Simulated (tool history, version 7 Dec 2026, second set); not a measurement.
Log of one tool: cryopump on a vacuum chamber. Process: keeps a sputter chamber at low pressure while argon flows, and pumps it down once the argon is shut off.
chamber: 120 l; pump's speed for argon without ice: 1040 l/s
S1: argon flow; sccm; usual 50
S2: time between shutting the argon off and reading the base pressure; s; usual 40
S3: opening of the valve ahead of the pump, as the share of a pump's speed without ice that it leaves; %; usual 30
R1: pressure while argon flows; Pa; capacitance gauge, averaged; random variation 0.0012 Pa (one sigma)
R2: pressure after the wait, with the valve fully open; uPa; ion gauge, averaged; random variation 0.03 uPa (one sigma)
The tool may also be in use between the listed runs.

run   hour  S1   S2  S3      R1    R2
  1      0  50   40  30  0.2791   4.8
  2   14.1  50   40  23  0.3646  4.82
  3   26.8  50   40  25  0.3347  4.83
  4   40.7  50   40  25  0.3348  4.81
  5   51.6  50   40  25  0.3348  4.82
  6   60.7  50   40  22  0.3783  4.91
  7   74.6  50   40  22  0.3785  4.85
  8   94.5  50   40  22  0.3794  4.83
  9  107.3  81   40  30  0.4574  4.92
 10  119.4  50   40  30  0.2802  4.94
 11  138.9  50   40  30  0.2821  5.13
 12  154.1  33   40  30  0.1869  4.88
 13  163.6  33   40  30   0.186   4.9
 14  180.3  70   40  30  0.3946  5.06
 15  191.4  70   40  30  0.3948  5.08
 16    202  50   40  30  0.2833  4.91
 17  215.8  50   40  30  0.2804  4.93
 18  229.6  48  149  30  0.2703  4.12
 19  244.6  34  189  30  0.1914  4.06
 20  262.4  34  189  16  0.3541  4.16
 21  274.8  50   26  16  0.5189  5.79
 22  293.2  50   97  30  0.2796  4.28

The next listed run, before its measurement:
 23   312  38  138  20   ?   ?

R1: 0.3161 Pa
R2: 4.23 uPa
Without the tool's hidden state the same run would have given R1 0.3066 Pa, R2 0.62 uPa.
